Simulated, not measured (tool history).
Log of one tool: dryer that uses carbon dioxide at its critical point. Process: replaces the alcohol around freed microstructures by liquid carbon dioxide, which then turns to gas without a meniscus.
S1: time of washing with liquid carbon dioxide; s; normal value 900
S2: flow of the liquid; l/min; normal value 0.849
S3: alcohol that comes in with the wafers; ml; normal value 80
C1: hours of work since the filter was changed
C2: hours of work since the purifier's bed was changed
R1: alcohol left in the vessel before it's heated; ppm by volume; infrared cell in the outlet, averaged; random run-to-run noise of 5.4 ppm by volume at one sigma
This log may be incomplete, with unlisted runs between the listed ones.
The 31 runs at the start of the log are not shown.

-- hour=686.8 inlet filter changed
run 32 hour=709.6 | S1=660 S2=0.707 S3=21 | C1=13 C2=890 | R1=588
run 33 hour=730.8 | S1=1320 S2=0.575 S3=60 | C1=26 C2=902 | R1=361
run 34 hour=748.9 | S1=1320 S2=0.575 S3=60 | C1=36 C2=913 | R1=383
run 35 hour=769.3 | S1=1320 S2=0.575 S3=60 | C1=48 C2=924 | R1=405
run 36 hour=787.6 | S1=1380 S2=1.033 S3=87 | C1=59 C2=935 | R1=257
run 37 hour=815.3 | S1=1380 S2=1.033 S3=87 | C1=75 C2=951 | R1=257
-- hour=834.7 purifier's bed changed
run 38 hour=834.7 | S1=1380 S2=1.033 S3=87 | C1=85 C2=0 | R1=7
run 39 hour=866.8 | S1=900 S2=0.851 S3=114 | C1=104 C2=19 | R1=303
run 40 hour=881.3 | S1=540 S2=0.820 S3=80 | C1=112 C2=27 | R1=1929

Here are 5 independent what-if runs from the current tool condition. What would each one return?
run A hour=903.0 | S1=960 S2=1.253 S3=45 | C1=125 C2=40 | R1=?
run B hour=903.0 | S1=660 S2=0.820 S3=32 | C1=125 C2=40 | R1=?
run C hour=903.0 | S1=900 S2=0.849 S3=62 | C1=125 C2=40 | R1=?
run D hour=903.0 | S1=900 S2=0.802 S3=80 | C1=125 C2=40 | R1=?
run E hour=903.0 | S1=1200 S2=0.820 S3=80 | C1=125 C2=40 | R1=?

run=A R1=20
run=B R1=414
run=C R1=198
run=D R1=312
run=E R1=67
Without the tool's hidden state the same runs would have given:
run=A R1=6
run=B R1=283
run=C R1=120
run=D R1=190
run=E R1=32
